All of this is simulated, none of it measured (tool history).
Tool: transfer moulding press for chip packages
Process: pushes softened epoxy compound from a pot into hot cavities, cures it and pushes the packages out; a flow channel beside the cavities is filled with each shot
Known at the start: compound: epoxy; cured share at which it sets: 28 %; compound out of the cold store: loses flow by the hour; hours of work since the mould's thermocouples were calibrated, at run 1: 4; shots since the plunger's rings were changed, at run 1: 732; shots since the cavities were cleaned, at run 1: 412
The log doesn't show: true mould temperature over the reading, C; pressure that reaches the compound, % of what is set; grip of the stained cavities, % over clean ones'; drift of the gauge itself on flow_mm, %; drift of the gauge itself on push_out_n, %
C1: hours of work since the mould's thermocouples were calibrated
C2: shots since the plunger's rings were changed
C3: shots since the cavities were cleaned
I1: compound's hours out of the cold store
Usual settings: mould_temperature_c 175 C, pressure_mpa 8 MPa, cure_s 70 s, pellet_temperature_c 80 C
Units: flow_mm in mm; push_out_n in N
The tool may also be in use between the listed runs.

Run 1, hour 0: usual settings; C1 4; C2 732; C3 412; I1 15.4. Result: flow_mm 676 mm, push_out_n 837 N.
At hour 26.8: cavities cleaned with cleaning compound and waxed.
Run 2, hour 66.6: usual settings but mould_temperature_c 168 C; C1 34; C2 1404; C3 411; I1 41.1. Result: flow_mm 570 mm, push_out_n 1151 N.
At hour 93.1: cavities cleaned with cleaning compound and waxed.
Run 3, hour 129.6: usual settings but mould_temperature_c 168 C; C1 62; C2 2039; C3 377; I1 26.8. Result: flow_mm 629 mm, push_out_n 1213 N.
At hour 158.5: cavities cleaned with cleaning compound and waxed.
Run 4, hour 192.6: usual settings but mould_temperature_c 168 C; C1 90; C2 2674; C3 352; I1 25.5. Result: flow_mm 637 mm, push_out_n 1243 N.
At hour 224.2: cavities cleaned with cleaning compound and waxed.
Run 5, hour 228.9: usual settings but mould_temperature_c 168 C; C1 106; C2 3033; C3 49; I1 30.4. Result: flow_mm 607 mm, push_out_n 939 N.
At hour 288.5: cavities cleaned with cleaning compound and waxed.
At hour 298.3: plunger's sealing rings changed.
Run 6, hour 310.1: usual settings but mould_temperature_c 168 C; C1 142; C2 121; C3 197; I1 33.1. Result: flow_mm 610 mm, push_out_n 1072 N.
At hour 356.8: cavities cleaned with cleaning compound and waxed.
Run 7, hour 363.6: usual settings but mould_temperature_c 168 C; C1 166; C2 658; C3 70; I1 24.9. Result: flow_mm 646 mm, push_out_n 981 N.
Run 8, hour 395.7: usual settings but mould_temperature_c 168 C; C1 181; C2 990; C3 402; I1 27.6. Result: flow_mm 632 mm, push_out_n 1250 N.
At hour 423.9: cavities cleaned with cleaning compound and waxed.
Run 9, hour 450.6: usual settings but cure_s 61 s; C1 205; C2 1541; C3 276; I1 18.7. Result: flow_mm 658 mm, push_out_n 1058 N.
At hour 487.9: cavities cleaned with cleaning compound and waxed.
Run 10, hour 487.9: usual settings but mould_temperature_c 177 C, cure_s 61 s; C1 221; C2 1911; C3 0; I1 37.9. Result: flow_mm 561 mm, push_out_n 624 N.
Run 11, hour 540.2: usual settings; C1 245; C2 2450; C3 539; I1 12.7. Result: flow_mm 681 mm, push_out_n 883 N.
At hour 553.2: cavities cleaned with cleaning compound and waxed.
Run 12, hour 591.9: usual settings; C1 269; C2 2968; C3 400; I1 25. Result: flow_mm 626 mm, push_out_n 832 N.
At hour 619.5: cavities cleaned with cleaning compound and waxed.
Run 13, hour 633.6: usual settings; C1 287; C2 3383; C3 145; I1 21.1. Result: flow_mm 640 mm, push_out_n 689 N.
At hour 665.6: plunger's sealing rings changed.
At hour 685.6: cavities cleaned with cleaning compound and waxed.
Run 14, hour 713.6: usual settings but pressure_mpa 6.23 MPa; C1 322; C2 480; C3 289; I1 23. Result: flow_mm 565 mm, push_out_n 745 N.
At hour 749.3: cavities cleaned with cleaning compound and waxed.
Run 15, hour 787.5: usual settings but pressure_mpa 6.23 MPa; C1 355; C2 1227; C3 394; I1 46.5. Result: flow_mm 472 mm, push_out_n 758 N.
At hour 816.3: cavities cleaned with cleaning compound and waxed.
Run 16, hour 835.2: usual settings but pressure_mpa 6.23 MPa; C1 376; C2 1704; C3 195; I1 10.7. Result: flow_mm 608 mm, push_out_n 737 N.
At hour 882.3: cavities cleaned with cleaning compound and waxed.
Run 17, hour 894.2: usual settings but mould_temperature_c 178 C, cure_s 59 s; C1 403; C2 2298; C3 123; I1 29.8. Result: flow_mm 593 mm, push_out_n 747 N.
At hour 948.2: cavities cleaned with cleaning compound and waxed.
Run 18, hour 963.7: usual settings but mould_temperature_c 178 C, cure_s 71 s, pellet_temperature_c 85 C; C1 434; C2 3000; C3 160; I1 29.4. Result: flow_mm 591 mm, push_out_n 593 N.
Run 19, hour 1002.8: usual settings but mould_temperature_c 178 C, cure_s 71 s, pellet_temperature_c 85 C; C1 452; C2 3403; C3 563; I1 43.6. Result: flow_mm 531 mm, push_out_n 700 N.
At hour 1017: cavities cleaned with cleaning compound and waxed.
At hour 1031.4: plunger's sealing rings changed.
Run 20, hour 1076.6: usual settings but mould_temperature_c 173 C, pressure_mpa 7.07 MPa, cure_s 57 s, pellet_temperature_c 89 C; C1 484; C2 466; C3 589; I1 13.2. Result: flow_mm 653 mm, push_out_n 1650 N.
At hour 1085.6: cavities cleaned with cleaning compound and waxed.
At hour 1112.8: mould's thermocouples calibrated.
Run 21, hour 1135.1: usual settings but mould_temperature_c 173 C, pressure_mpa 7.07 MPa, cure_s 57 s, pellet_temperature_c 89 C; C1 10; C2 1034; C3 491; I1 42.4. Result: flow_mm 524 mm, push_out_n 1317 N.
At hour 1152.4: cavities cleaned with cleaning compound and waxed.
Run 22, hour 1173.6: usual settings but pressure_mpa 7.1 MPa, cure_s 64 s; C1 27; C2 1416; C3 219; I1 9.4. Result: flow_mm 664 mm, push_out_n 909 N.
Run 23, hour 1208.1: usual settings but cure_s 94 s; C1 43; C2 1772; C3 575; I1 26.4. Result: flow_mm 620 mm, push_out_n 595 N.
At hour 1216.4: cavities cleaned with cleaning compound and waxed.
Run 24, hour 1260.7: usual settings but mould_temperature_c 169 C, pressure_mpa 6.49 MPa, pellet_temperature_c 81 C; C1 66; C2 2299; C3 457; I1 9.3. Result: flow_mm 643 mm, push_out_n 1295 N.
At hour 1280.7: cavities cleaned with cleaning compound and waxed.
Run 25, hour 1320.6: usual settings but mould_temperature_c 176 C, pressure_mpa 9.33 MPa, cure_s 105 s, pellet_temperature_c 89 C; C1 93; C2 2902; C3 412; I1 16.4. Result: flow_mm 708 mm, push_out_n 536 N.
At hour 1347.3: cavities cleaned with cleaning compound and waxed.
Run 26, hour 1391.5: usual settings but mould_temperature_c 170 C, pressure_mpa 9.27 MPa; C1 125; C2 3619; C3 456; I1 40.2. Result: flow_mm 603 mm, push_out_n 1059 N.

3 ways to go on from here, each from the tool as it stands after run 26. What would each give?
At hour 1397.7: plunger's sealing rings changed.
At hour 1416.8: cavities cleaned with cleaning compound and waxed.
Run A, hour 1468.1: usual settings but mould_temperature_c 183 C, pressure_mpa 6.06 MPa; C1 159; C2 711; C3 529; I1 38.9. Result: flow_mm ?, push_out_n ?.
At hour 1397.7: plunger's sealing rings changed.
At hour 1416.8: cavities cleaned with cleaning compound and waxed.
Run B, hour 1468.1: usual settings but pressure_mpa 7.12 MPa; C1 159; C2 711; C3 529; I1 45.1. Result: flow_mm ?, push_out_n ?.
At hour 1397.7: plunger's sealing rings changed.
At hour 1416.8: cavities cleaned with cleaning compound and waxed.
Run C, hour 1468.1: usual settings but cure_s 102 s, pellet_temperature_c 75 C; C1 159; C2 711; C3 529; I1 36.2. Result: flow_mm ?, push_out_n ?.

run  flow_mm  push_out_n
  A      476         610
  B      511         804
  C      575         572
Without the tool's hidden state the same runs would have given:
run  flow_mm  push_out_n
  A      481         409
  B      516         540
  C      581         383

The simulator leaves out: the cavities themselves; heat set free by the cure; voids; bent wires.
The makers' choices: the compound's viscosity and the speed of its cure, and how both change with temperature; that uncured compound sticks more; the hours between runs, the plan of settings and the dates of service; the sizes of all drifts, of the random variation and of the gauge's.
